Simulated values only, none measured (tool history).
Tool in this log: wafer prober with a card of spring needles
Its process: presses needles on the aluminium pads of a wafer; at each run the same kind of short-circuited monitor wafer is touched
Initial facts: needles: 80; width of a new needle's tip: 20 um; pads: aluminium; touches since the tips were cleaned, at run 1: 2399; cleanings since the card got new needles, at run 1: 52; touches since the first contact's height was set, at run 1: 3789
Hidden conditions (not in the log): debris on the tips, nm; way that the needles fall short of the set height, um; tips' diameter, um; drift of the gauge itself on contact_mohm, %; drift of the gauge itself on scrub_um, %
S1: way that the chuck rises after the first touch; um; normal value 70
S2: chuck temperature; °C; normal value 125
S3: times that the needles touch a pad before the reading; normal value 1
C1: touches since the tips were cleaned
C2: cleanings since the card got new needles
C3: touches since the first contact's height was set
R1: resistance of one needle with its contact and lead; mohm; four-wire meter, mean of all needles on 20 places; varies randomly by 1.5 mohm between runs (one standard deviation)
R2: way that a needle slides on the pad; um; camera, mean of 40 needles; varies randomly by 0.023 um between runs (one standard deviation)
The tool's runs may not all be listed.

run   hour  S1   S2  S3    C1   C2      C3   R1     R2
  1    0.0  70  125   1  2399   52    3789  357  14.90
       6.8  -- tips cleaned on abrasive film
      18.2  -- tips cleaned on abrasive film
      27.3  -- tips cleaned on abrasive film
      37.4  -- tips cleaned on abrasive film
  2   37.4  70  125   1     0   56   26668  167  14.83
      46.5  -- tips cleaned on abrasive film
      55.6  -- tips cleaned on abrasive film
      67.0  -- tips cleaned on abrasive film
      76.0  -- tips cleaned on abrasive film
  3   80.1  70  125   1  2502   60   52789  370  14.73
      86.9  -- tips cleaned on abrasive film
      96.0  -- tips cleaned on abrasive film
     107.4  -- tips cleaned on abrasive film
     118.7  -- tips cleaned on abrasive film
  4  127.1  70  125   1  5198   64   81612  510  14.64
     129.5  -- tips cleaned on abrasive film
     140.8  -- tips cleaned on abrasive film
     152.2  -- tips cleaned on abrasive film
  5  152.8  70  125   1   403   67   97308  212  14.54
     161.9  -- tips cleaned on abrasive film
     171.2  -- height of the first contact set anew
     173.6  -- tips cleaned on abrasive film
     182.7  -- tips cleaned on abrasive film
  6  186.3  62  125   1  2239   70    9190  456  13.24
     193.2  -- tips cleaned on abrasive film
     202.3  -- tips cleaned on abrasive film
     211.4  -- tips cleaned on abrasive film
     220.5  -- tips cleaned on abrasive film
  7  228.1  62  125   1  4715   74   34758  596  13.04
     230.4  -- tips cleaned on abrasive film
     241.8  -- tips cleaned on abrasive film
     250.9  -- tips cleaned on abrasive film
     262.2  -- tips cleaned on abrasive film
  8  265.3  62  125   1  1884   78   57496  453  12.98
     272.1  -- tips cleaned on abrasive film
     281.2  -- tips cleaned on abrasive film
     292.6  -- tips cleaned on abrasive film
     301.7  -- tips cleaned on abrasive film
  9  305.6  70  125   1  2426   82   82166  421  14.62
     312.5  -- tips cleaned on abrasive film
     321.6  -- tips cleaned on abrasive film
     332.9  -- tips cleaned on abrasive film
     344.3  -- tips cleaned on abrasive film
     349.1  -- height of the first contact set anew
     355.3  -- tips cleaned on abrasive film
 10  355.3  70  125   1     0   87    3780  170  14.92
     366.6  -- tips cleaned on abrasive film
     375.7  -- tips cleaned on abrasive film
     384.8  -- tips cleaned on abrasive film
     393.9  -- tips cleaned on abrasive film
     405.3  -- tips cleaned on abrasive film
 11  407.5  70  125   1  1355   92   35718  324  14.76
     416.6  -- tips cleaned on abrasive film
     425.7  -- tips cleaned on abrasive film
 12  432.5  70  125   1  4198   94   51037  489  14.77
     434.8  -- tips cleaned on abrasive film
     446.2  -- tips cleaned on abrasive film
     455.3  -- tips cleaned on abrasive film
     464.4  -- tips cleaned on abrasive film
     475.7  -- tips cleaned on abrasive film
 13  483.0  51  115   1  4479   99   81935  847  10.55
     485.3  -- tips cleaned on abrasive film
     496.6  -- tips cleaned on abrasive film
     505.7  -- tips cleaned on abrasive film
     517.1  -- tips cleaned on abrasive film
     526.2  -- tips cleaned on abrasive film
     526.5  -- height of the first contact set anew
 14  527.7  53  115   2   757  104     757  258  11.32
     536.8  -- tips cleaned on abrasive film
     545.9  -- tips cleaned on abrasive film
     555.0  -- tips cleaned on abrasive film
     564.1  -- tips cleaned on abrasive film
 15  569.0  53  115   2  3054  108   26053  498  11.19
     573.6  -- tips cleaned on abrasive film
     582.7  -- tips cleaned on abrasive film
     594.1  -- tips cleaned on abrasive film
     603.2  -- tips cleaned on abrasive film
 16  604.8  53  115   2   966  112   47869  312  11.09
     613.9  -- tips cleaned on abrasive film
     625.2  -- tips cleaned on abrasive film
     636.6  -- tips cleaned on abrasive film
     645.6  -- tips cleaned on abrasive film
     654.7  -- tips cleaned on abrasive film
 17  658.9  53   30   2  2542  117   80996  542  11.00
     665.7  -- tips cleaned on abrasive film
     677.1  -- tips cleaned on abrasive film
     688.4  -- tips cleaned on abrasive film
 18  696.3  73  125   1  4909  120  103973  519  15.15
     698.7  -- tips cleaned on abrasive film
     703.5  -- height of the first contact set anew
     710.3  -- tips cleaned on abrasive film
     721.7  -- tips cleaned on abrasive film
     730.8  -- tips cleaned on abrasive film
     742.1  -- tips cleaned on abrasive film
 19  747.6  57  125   2  3383  125   27015  430  12.07
     752.2  -- tips cleaned on abrasive film
     761.3  -- tips cleaned on abrasive film
     772.7  -- tips cleaned on abrasive film
 20  775.2  57  125   2  1541  128   43847  366  11.99
     782.0  -- tips cleaned on abrasive film
     793.4  -- tips cleaned on abrasive film
     802.5  -- tips cleaned on abrasive film
     813.8  -- tips cleaned on abrasive film
     825.2  -- tips cleaned on abrasive film
 21  827.4  70  105   1  1368  133   75801  344  14.63
     836.5  -- tips cleaned on abrasive film
     845.6  -- tips cleaned on abrasive film
 22  853.7  70   62   1  5050  135   91973  644  14.61
     856.1  -- tips cleaned on abrasive film
     865.2  -- tips cleaned on abrasive film
     874.3  -- tips cleaned on abrasive film
     881.3  -- height of the first contact set anew
     883.7  -- tips cleaned on abrasive film
     892.8  -- tips cleaned on abrasive film
     903.9  -- tips cleaned on abrasive film
 23  903.9  70   62   1     0  141   13771  203  14.87
     913.0  -- tips cleaned on abrasive film
     922.1  -- tips cleaned on abrasive film
     933.5  -- tips cleaned on abrasive film
 24  938.1  70   62   1  2868  144   34711  502  14.72

Here are 3 independent what-if runs from the current tool condition. What would each one return?
     942.7  -- tips cleaned on abrasive film
     951.8  -- tips cleaned on abrasive film
     963.2  -- tips cleaned on abrasive film
  A  969.9  60   90   2  4168  147  54170   ?   ?
     942.7  -- tips cleaned on abrasive film
     951.8  -- tips cleaned on abrasive film
     963.2  -- tips cleaned on abrasive film
  B  969.9  60  125   2  4168  147  54170   ?   ?
     942.7  -- tips cleaned on abrasive film
     951.8  -- tips cleaned on abrasive film
     963.2  -- tips cleaned on abrasive film
  C  969.9  55   95   2  4168  147  54170   ?   ?

run   R1     R2
  A  511  12.52
  B  505  12.58
  C  583  11.52
Stripped of hidden state, with their random variation kept, the same runs would have yielded:
run   R1     R2
  A  144  12.75
  B  152  12.80
  C  149  11.74
